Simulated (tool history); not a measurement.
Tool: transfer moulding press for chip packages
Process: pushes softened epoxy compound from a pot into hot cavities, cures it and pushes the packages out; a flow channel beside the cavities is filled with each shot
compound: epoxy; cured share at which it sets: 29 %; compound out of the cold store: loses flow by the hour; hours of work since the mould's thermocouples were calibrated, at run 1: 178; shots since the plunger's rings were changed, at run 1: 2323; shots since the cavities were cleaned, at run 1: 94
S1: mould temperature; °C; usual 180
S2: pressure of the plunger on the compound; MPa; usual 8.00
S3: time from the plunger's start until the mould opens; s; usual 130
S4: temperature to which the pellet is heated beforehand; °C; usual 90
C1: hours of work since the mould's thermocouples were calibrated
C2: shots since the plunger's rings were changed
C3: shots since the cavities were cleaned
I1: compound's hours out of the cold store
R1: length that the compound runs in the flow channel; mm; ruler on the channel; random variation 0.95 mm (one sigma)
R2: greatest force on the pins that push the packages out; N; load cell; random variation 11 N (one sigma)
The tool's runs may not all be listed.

run	hour	S1	S2	S3	S4	C1	C2	C3	I1	R1	R2
1	0.0	180	8.00	130	90	178	2323	94	14.4	707.8	581
2	4.5	180	8.00	130	96	182	2373	144	45.9	647.6	600
3	15.4	180	8.00	130	99	190	2494	265	33.2	670.0	714
4	20.9	180	8.00	170	90	194	2555	326	33.6	671.5	635
5	30.4	180	8.00	144	90	202	2661	432	30.1	675.7	718
6	35.6	180	8.00	144	90	206	2718	489	19.9	696.5	777
# hour 41.3: cavities cleaned with cleaning compound and waxed
7	47.2	180	8.00	130	80	213	2830	66	28.4	678.8	1073
8	54.0	180	8.00	130	80	219	2905	141	21.7	692.5	1041
9	62.4	180	8.00	130	80	225	2999	235	15.2	705.7	1057
10	66.9	180	8.00	130	80	229	3048	284	23.1	688.8	1109
11	76.1	180	8.00	130	80	236	3150	386	14.2	705.8	1059
# hour 79.5: plunger's sealing rings changed
# hour 82.0: cavities cleaned with cleaning compound and waxed, once more
12	90.5	179	8.00	130	90	244	105	94	15.9	719.3	610
13	101.4	180	8.00	130	90	252	226	215	17.1	712.8	676
14	107.0	180	8.00	130	90	257	288	277	21.7	703.9	709
15	118.0	180	8.00	130	90	265	410	399	15.6	715.5	784
16	126.9	180	8.00	138	98	272	509	498	46.5	653.7	765
# hour 132.2: cavities cleaned with cleaning compound and waxed
17	134.5	178	7.03	138	98	277	577	26	36.2	637.0	523
18	139.6	178	7.03	138	98	281	633	82	28.1	653.2	565
19	148.5	186	7.03	138	98	287	732	181	20.7	641.4	553
20	156.1	180	8.00	136	95	293	816	265	27.0	690.1	677
21	164.2	181	9.61	130	95	299	906	355	27.7	751.2	729
22	174.4	180	8.00	145	82	307	1019	468	8.2	726.9	781
# hour 182.5: cavities cleaned with cleaning compound and waxed
23	185.4	180	7.06	145	82	315	1125	33	19.9	661.5	482
24	194.1	187	9.62	145	82	321	1221	129	32.2	721.1	521
25	204.4	187	9.62	145	82	329	1335	243	13.0	761.3	601
26	213.8	178	8.70	118	91	337	1440	348	23.3	730.2	981
27	222.3	174	8.00	130	90	343	1534	442	23.4	716.0	1163
28	229.4	174	8.00	130	90	349	1613	521	38.3	685.2	1196
# hour 232.3: cavities cleaned with cleaning compound and waxed
29	236.7	185	6.70	114	94	353	1677	49	46.2	580.0	499

3 ways to go on from here, each from the tool as it stands after run 29. What would each give?
A	246.1	180	9.73	130	93	360	1781	153	19.4	?	?
B	246.1	185	9.63	114	94	360	1781	153	27.0	?	?
C	246.1	184	6.70	114	98	360	1781	153	44.5	?	?

run	R1	R2
A	772.6	609
B	736.0	585
C	585.8	622
Without the tool's hidden state the same runs would have given:
run	R1	R2
A	784.9	481
B	747.4	460
C	594.9	491

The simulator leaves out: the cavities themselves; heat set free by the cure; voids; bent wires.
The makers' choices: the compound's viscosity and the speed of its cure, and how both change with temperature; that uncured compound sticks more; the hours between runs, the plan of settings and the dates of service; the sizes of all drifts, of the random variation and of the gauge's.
